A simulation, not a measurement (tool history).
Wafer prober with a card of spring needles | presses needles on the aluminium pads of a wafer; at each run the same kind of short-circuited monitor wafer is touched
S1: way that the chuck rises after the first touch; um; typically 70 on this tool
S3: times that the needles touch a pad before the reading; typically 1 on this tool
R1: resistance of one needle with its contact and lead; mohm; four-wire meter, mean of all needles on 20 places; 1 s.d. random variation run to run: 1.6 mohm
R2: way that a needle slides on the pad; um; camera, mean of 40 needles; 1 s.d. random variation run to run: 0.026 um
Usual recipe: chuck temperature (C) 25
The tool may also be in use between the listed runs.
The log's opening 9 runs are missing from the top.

At day 9.738: tips cleaned on abrasive film.
Run 10, day 10.417: usual settings but chuck temperature (C) 46. Result: R1 293 mohm, R2 9.58 um.
Run 11, day 11.271: usual settings. Result: R1 340 mohm, R2 9.56 um.
At day 11.412: tips cleaned on abrasive film.
Run 12, day 12.950: usual settings but S3 2. Result: R1 267 mohm, R2 9.48 um.
At day 13.067: tips cleaned on abrasive film.
Run 13, day 14.508: usual settings but S3 2. Result: R1 262 mohm, R2 9.57 um.
At day 14.675: tips cleaned on abrasive film.
Run 14, day 16.262: usual settings but S3 2. Result: R1 266 mohm, R2 9.53 um.
At day 16.417: tips cleaned on abrasive film.
Run 15, day 17.712: usual settings but S3 2. Result: R1 258 mohm, R2 9.53 um.
At day 18.096: tips cleaned on abrasive film.
Run 16, day 19.562: usual settings but chuck temperature (C) 103, S3 2. Result: R1 267 mohm, R2 9.50 um.
At day 19.717: tips cleaned on abrasive film.
Run 17, day 20.692: usual settings. Result: R1 327 mohm, R2 9.49 um.
At day 21.454: tips cleaned on abrasive film.
Run 18, day 21.608: usual settings but S1 65 um, chuck temperature (C) 33, S3 2. Result: R1 193 mohm, R2 8.83 um.
Run 19, day 22.688: usual settings but chuck temperature (C) 50, S3 3. Result: R1 216 mohm, R2 9.48 um.
At day 23.058: tips cleaned on abrasive film.
Run 20, day 23.717: usual settings but S1 86 um, chuck temperature (C) 80, S3 2. Result: R1 214 mohm, R2 11.63 um.
At day 24.767: tips cleaned on abrasive film.
Run 21, day 24.804: usual settings but S1 76 um, chuck temperature (C) 103. Result: R1 182 mohm, R2 10.31 um.
Run 22, day 26.012: usual settings but chuck temperature (C) 56, S3 2. Result: R1 262 mohm, R2 9.49 um.
At day 26.454: tips cleaned on abrasive film.
Run 23, day 26.788: usual settings but chuck temperature (C) 56, S3 2. Result: R1 216 mohm, R2 9.49 um.
At day 28.150: tips cleaned on abrasive film.
Run 24, day 28.183: usual settings but chuck temperature (C) 56, S3 2. Result: R1 172 mohm, R2 9.48 um.
Run 25, day 29.217: usual settings but chuck temperature (C) 56, S3 2. Result: R1 256 mohm, R2 9.49 um.
At day 29.829: tips cleaned on abrasive film.
Run 26, day 30.921: usual settings but chuck temperature (C) 56, S3 2. Result: R1 263 mohm, R2 9.51 um.
At day 31.588: tips cleaned on abrasive film.
Run 27, day 32.562: usual settings but chuck temperature (C) 51. Result: R1 326 mohm, R2 9.48 um.
At day 33.233: tips cleaned on abrasive film.
Run 28, day 33.579: usual settings but S1 78 um, chuck temperature (C) 60. Result: R1 236 mohm, R2 10.60 um.
At day 34.900: tips cleaned on abrasive film.
Run 29, day 35.054: usual settings but S1 78 um, chuck temperature (C) 60. Result: R1 202 mohm, R2 10.51 um.
Run 30, day 35.888: usual settings but chuck temperature (C) 46. Result: R1 323 mohm, R2 9.47 um.
At day 36.508: tips cleaned on abrasive film.
Run 31, day 36.775: usual settings but S1 61 um, chuck temperature (C) 46, S3 3. Result: R1 201 mohm, R2 8.23 um.
Run 32, day 37.746: usual settings but S1 64 um, chuck temperature (C) 119, S3 2. Result: R1 287 mohm, R2 8.67 um.
At day 38.142: tips cleaned on abrasive film.
Run 33, day 39.588: usual settings but S1 64 um, chuck temperature (C) 119, S3 2. Result: R1 293 mohm, R2 8.62 um.
At day 39.908: tips cleaned on abrasive film.
Run 34, day 40.529: usual settings but S1 64 um, chuck temperature (C) 119, S3 2. Result: R1 262 mohm, R2 8.63 um.

Here are 3 independent what-if runs from the current tool condition. What would each one return?
At day 41.588: tips cleaned on abrasive film.
Run A, day 41.979: usual settings but S1 58 um, chuck temperature (C) 49, S3 2. Result: R1 ?, R2 ?.
At day 41.588: tips cleaned on abrasive film.
Run B, day 41.979: usual settings but S1 64 um, chuck temperature (C) 119, S3 2. Result: R1 ?, R2 ?.
At day 41.588: tips cleaned on abrasive film.
Run C, day 41.979: usual settings but chuck temperature (C) 64, S3 3. Result: R1 ?, R2 ?.

run   R1    R2
  A  254  7.78
  B  244  8.62
  C  196  9.51
Without the tool's hidden state the same runs would have given:
run   R1    R2
  A  155  7.95
  B  169  8.79
  C  154  9.68
